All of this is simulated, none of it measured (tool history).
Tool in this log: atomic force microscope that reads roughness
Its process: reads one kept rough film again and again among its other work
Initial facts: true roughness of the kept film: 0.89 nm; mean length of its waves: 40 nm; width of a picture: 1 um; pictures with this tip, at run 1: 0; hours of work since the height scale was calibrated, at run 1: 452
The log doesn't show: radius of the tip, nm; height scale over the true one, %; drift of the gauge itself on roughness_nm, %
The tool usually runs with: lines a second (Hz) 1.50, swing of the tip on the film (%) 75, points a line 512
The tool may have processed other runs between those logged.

run,hour,lines a second (Hz),swing of the tip on the film (%),points a line,pictures with this tip,hours of work since the height scale was calibrated,roughness of the kept film (nm (root mean square))
1,0.0,1.50,75,512,0,452,0.807
2,61.8,1.50,75,512,70,484,0.799
3,124.0,1.50,75,512,140,516,0.797
4,188.3,1.50,75,512,212,550,0.792
# hour 227.3: new tip fitted
5,263.9,1.50,75,512,41,589,0.806
6,327.5,1.50,75,512,113,622,0.798
7,396.9,1.50,75,512,191,658,0.794
# hour 453.9: new tip fitted
8,459.5,1.50,75,512,6,691,0.808
9,535.1,1.50,75,512,91,730,0.801
10,614.9,1.50,75,631,181,772,0.793
# hour 681.6: new tip fitted
11,681.6,1.50,75,512,0,806,0.809
12,752.2,1.50,75,512,80,843,0.803
13,830.6,1.50,75,512,168,884,0.796
# hour 836.3: height scale calibrated on a step standard
14,884.3,1.50,76,512,227,25,0.790
# hour 911.3: new tip fitted
15,922.8,1.50,76,512,13,45,0.805
16,973.5,1.50,75,512,70,71,0.804
17,1036.8,1.50,75,512,141,104,0.801
18,1107.2,1.01,75,512,220,141,0.817
# hour 1137.3: new tip fitted
19,1148.1,1.54,71,349,12,162,0.821
20,1192.7,1.54,71,349,62,185,0.817
21,1245.1,1.50,64,414,121,212,0.833
# hour 1289.8: height scale calibrated on a step standard, once more
22,1307.5,1.50,64,414,190,9,0.819
# hour 1367.1: new tip fitted
23,1381.4,1.50,64,414,17,47,0.834
24,1419.7,1.28,58,939,60,67,0.850
25,1494.5,1.22,66,512,144,106,0.828
26,1573.5,1.10,55,512,232,148,0.845
# hour 1592.7: new tip fitted
27,1646.8,0.59,86,943,61,185,0.825
28,1720.2,0.56,75,338,144,224,0.834
29,1786.1,0.56,75,338,218,258,0.831

What does the tool deliver on the next run?
# hour 1821.3: new tip fitted
30,1859.3,0.57,56,462,42,296,?

{"run 30": {"roughness of the kept film (nm (root mean square))": 0.867}}
If the tool had no hidden condition, the same run with the same run-to-run variation would have returned roughness of the kept film (nm (root mean square)) 0.870.
